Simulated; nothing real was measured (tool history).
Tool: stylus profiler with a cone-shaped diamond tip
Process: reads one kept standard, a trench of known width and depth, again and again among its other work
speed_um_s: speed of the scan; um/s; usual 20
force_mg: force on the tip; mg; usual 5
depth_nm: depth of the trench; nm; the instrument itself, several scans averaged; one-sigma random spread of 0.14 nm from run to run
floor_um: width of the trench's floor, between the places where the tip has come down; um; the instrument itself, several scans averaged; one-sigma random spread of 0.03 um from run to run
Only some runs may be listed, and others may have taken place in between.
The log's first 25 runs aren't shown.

run	hour	speed_um_s	force_mg	scans with this tip	hours of work since the height scale was calibrated	depth_nm	floor_um
26	2443.3	20	9.16	21591	138	514.18	94.11
27	2499.5	16	2.73	21858	166	506.84	94.09
28	2581	23	2.73	22245	205	507.07	94
29	2674.8	34	12.02	22690	251	517.32	94
30	2766.3	37	2.24	23124	295	506.51	93.84
31	2834.8	6	1.91	23449	329	505.93	94.02
32	2940.3	29	6.85	23950	380	512.38	93.95
# hour 2987.4: new tip fitted, height scale calibrated
33	3020	29	6.85	154	16	511.5	95.43
34	3130.7	16	6.24	680	70	510.84	95.48
35	3197.4	13	6.31	996	102	510.83	95.41
36	3333.3	13	6.31	1641	168	510.82	95.39
37	3395.5	13	6.31	1936	198	511.45	95.38
38	3478.5	20	7.02	2330	239	512.23	95.3
39	3533.8	28	6.6	2592	266	511.59	95.25
40	3665.3	28	6.6	3216	329	511.89	95.22
41	3744.4	28	6.6	3592	368	511.98	95.24
42	3845.8	17	11.48	4073	417	517.07	95.2
43	3961.2	6	1.83	4620	473	506.13	95.18
44	4075.1	6	1.83	5160	529	506.06	95.19
45	4150.6	20	2.16	5519	565	506.67	95.04
46	4263.8	54	4.28	6056	620	509.89	94.87
47	4400	6	2.17	6702	687	507.14	95.13

Here are 3 independent what-if runs from the current tool condition. What would each one return?
A	4460.9	31	5	6991	716	?	?
B	4460.9	30	13.13	6991	716	?	?
C	4460.9	10	10.32	6991	716	?	?

run	depth_nm	floor_um
A	510.98	94.97
B	519.41	95.01
C	516.67	95.09
Stripped of hidden state, with their random variation kept, the same runs would have yielded:
run	depth_nm	floor_um
A	509.17	95.52
B	517.57	95.57
C	514.83	95.64

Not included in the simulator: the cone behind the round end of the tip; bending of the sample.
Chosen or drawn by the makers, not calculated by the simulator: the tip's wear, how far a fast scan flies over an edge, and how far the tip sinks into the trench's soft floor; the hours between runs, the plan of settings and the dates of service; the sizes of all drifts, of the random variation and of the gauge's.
